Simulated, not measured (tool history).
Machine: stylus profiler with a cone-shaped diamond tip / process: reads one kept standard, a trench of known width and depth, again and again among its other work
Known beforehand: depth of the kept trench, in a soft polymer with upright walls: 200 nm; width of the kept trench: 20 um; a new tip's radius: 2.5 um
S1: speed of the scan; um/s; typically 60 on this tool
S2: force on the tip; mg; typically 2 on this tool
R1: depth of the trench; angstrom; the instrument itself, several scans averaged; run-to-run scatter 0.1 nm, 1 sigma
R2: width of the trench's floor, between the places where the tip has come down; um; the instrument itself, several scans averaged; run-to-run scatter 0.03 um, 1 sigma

run 1 hour=0 | S1=60 S2=2 | R1=2011.3 R2=17.68
run 2 hour=16.4 | S1=60 S2=2 | R1=2011.8 R2=17.62
run 3 hour=32.8 | S1=60 S2=2.48 | R1=2013.7 R2=17.7
run 4 hour=43 | S1=33 S2=2 | R1=2011.1 R2=17.81
run 5 hour=61.7 | S1=33 S2=2 | R1=2011.3 R2=17.85
run 6 hour=73.8 | S1=60 S2=2 | R1=2013 R2=17.7
run 7 hour=91.3 | S1=60 S2=2 | R1=2010.3 R2=17.64
run 8 hour=103.4 | S1=60 S2=2 | R1=2012.8 R2=17.65
run 9 hour=113.6 | S1=60 S2=2 | R1=2011.7 R2=17.66
run 10 hour=134 | S1=60 S2=2 | R1=2013.6 R2=17.65
run 11 hour=145.6 | S1=60 S2=2 | R1=2012.3 R2=17.64
run 12 hour=160.7 | S1=60 S2=2 | R1=2010.4 R2=17.68
run 13 hour=181.6 | S1=60 S2=2 | R1=2011.1 R2=17.65
run 14 hour=204.2 | S1=60 S2=2 | R1=2011.4 R2=17.7
run 15 hour=226.4 | S1=60 S2=2 | R1=2012.2 R2=17.69
run 16 hour=236.1 | S1=60 S2=2 | R1=2012.6 R2=17.63
run 17 hour=250.8 | S1=60 S2=2 | R1=2012.1 R2=17.65
run 18 hour=262.8 | S1=39 S2=2 | R1=2014.8 R2=17.81
run 19 hour=275.2 | S1=19 S2=1.83 | R1=2011.3 R2=17.93
run 20 hour=294.8 | S1=60 S2=1.01 | R1=2006.6 R2=17.48
run 21 hour=317.8 | S1=60 S2=1.01 | R1=2010.4 R2=17.53
run 22 hour=336.6 | S1=60 S2=1.01 | R1=2008.1 R2=17.53
run 23 hour=354.5 | S1=60 S2=1.01 | R1=2009.2 R2=17.52
run 24 hour=366.8 | S1=53 S2=0.82 | R1=2006.9 R2=17.56
run 25 hour=387.6 | S1=53 S2=0.82 | R1=2006.9 R2=17.52
run 26 hour=404.2 | S1=105 S2=1.02 | R1=2008.7 R2=17.11
run 27 hour=422.1 | S1=105 S2=1.02 | R1=2009.2 R2=17.09
run 28 hour=436.3 | S1=105 S2=1.02 | R1=2007.4 R2=17.16
run 29 hour=457.6 | S1=194 S2=3.63 | R1=2018.3 R2=17.16
run 30 hour=477.5 | S1=194 S2=3.63 | R1=2018.8 R2=17.13
run 31 hour=498 | S1=194 S2=3.63 | R1=2016.5 R2=17.17
run 32 hour=518.8 | S1=34 S2=2.45 | R1=2013.5 R2=17.8
run 33 hour=536.9 | S1=34 S2=2.45 | R1=2014.4 R2=17.83
run 34 hour=559.8 | S1=56 S2=1.67 | R1=2011.5 R2=17.65
run 35 hour=581.8 | S1=169 S2=1.67 | R1=2012.3 R2=16.88

Alternative continuations, all from the tool just after run 35; predict every row:
run A hour=599.6 | S1=169 S2=4.72 | R1=? R2=?
run B hour=599.6 | S1=40 S2=0.88 | R1=? R2=?
run C hour=599.6 | S1=87 S2=0.74 | R1=? R2=?
run D hour=599.6 | S1=208 S2=1.99 | R1=? R2=?
run E hour=599.6 | S1=116 S2=1.67 | R1=? R2=?

run=A R1=2022.3 R2=17.31
run=B R1=2008.2 R2=17.64
run=C R1=2005.3 R2=17.17
run=D R1=2011.2 R2=16.76
run=E R1=2009.6 R2=17.29
What these runs would have given with no unlogged condition in the tool:
run=A R1=2022.4 R2=17.31
run=B R1=2008.2 R2=17.65
run=C R1=2005.3 R2=17.17
run=D R1=2011.2 R2=16.77
run=E R1=2009.6 R2=17.3
